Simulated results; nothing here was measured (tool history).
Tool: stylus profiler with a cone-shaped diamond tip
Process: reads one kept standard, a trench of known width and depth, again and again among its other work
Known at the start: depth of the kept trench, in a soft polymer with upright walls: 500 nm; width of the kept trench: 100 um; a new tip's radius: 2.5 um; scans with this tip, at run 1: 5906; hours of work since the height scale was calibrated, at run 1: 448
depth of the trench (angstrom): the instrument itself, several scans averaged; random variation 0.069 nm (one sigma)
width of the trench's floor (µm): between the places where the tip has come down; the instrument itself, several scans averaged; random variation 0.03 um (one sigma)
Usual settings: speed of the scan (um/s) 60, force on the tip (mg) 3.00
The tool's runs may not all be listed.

run,hour,speed of the scan (um/s),force on the tip (mg),scans with this tip,hours of work since the height scale was calibrated,depth of the trench (angstrom),width of the trench's floor (µm)
1,0.0,60,3.00,5906,448,5062.2,96.28
2,33.6,60,3.00,6256,475,5060.3,96.30
3,64.4,17,3.00,6576,499,5060.5,96.36
4,136.5,17,3.00,7325,556,5058.3,96.18
5,194.8,60,3.00,7933,602,5058.4,96.12
6,241.3,60,3.00,8416,639,5057.3,96.09
7,277.0,60,3.00,8788,667,5058.9,95.99
8,352.3,18,3.00,9570,726,5057.1,96.06
9,424.1,28,2.00,10317,783,5040.5,95.93
10,459.9,26,7.05,10690,811,5107.0,95.97
11,497.0,26,7.05,11076,841,5108.6,95.97
12,567.0,26,1.53,11804,896,5031.1,95.80
13,606.7,26,6.08,12216,927,5095.3,95.87

Run 14 comes next. What will it give?
14,659.1,26,6.08,12761,969,?,?

Run 14 gave depth of the trench (angstrom) 5094.3, width of the trench's floor (µm) 95.85.
Without the tool's hidden state the same run would have given depth of the trench (angstrom) 5108.4, width of the trench's floor (µm) 96.99.

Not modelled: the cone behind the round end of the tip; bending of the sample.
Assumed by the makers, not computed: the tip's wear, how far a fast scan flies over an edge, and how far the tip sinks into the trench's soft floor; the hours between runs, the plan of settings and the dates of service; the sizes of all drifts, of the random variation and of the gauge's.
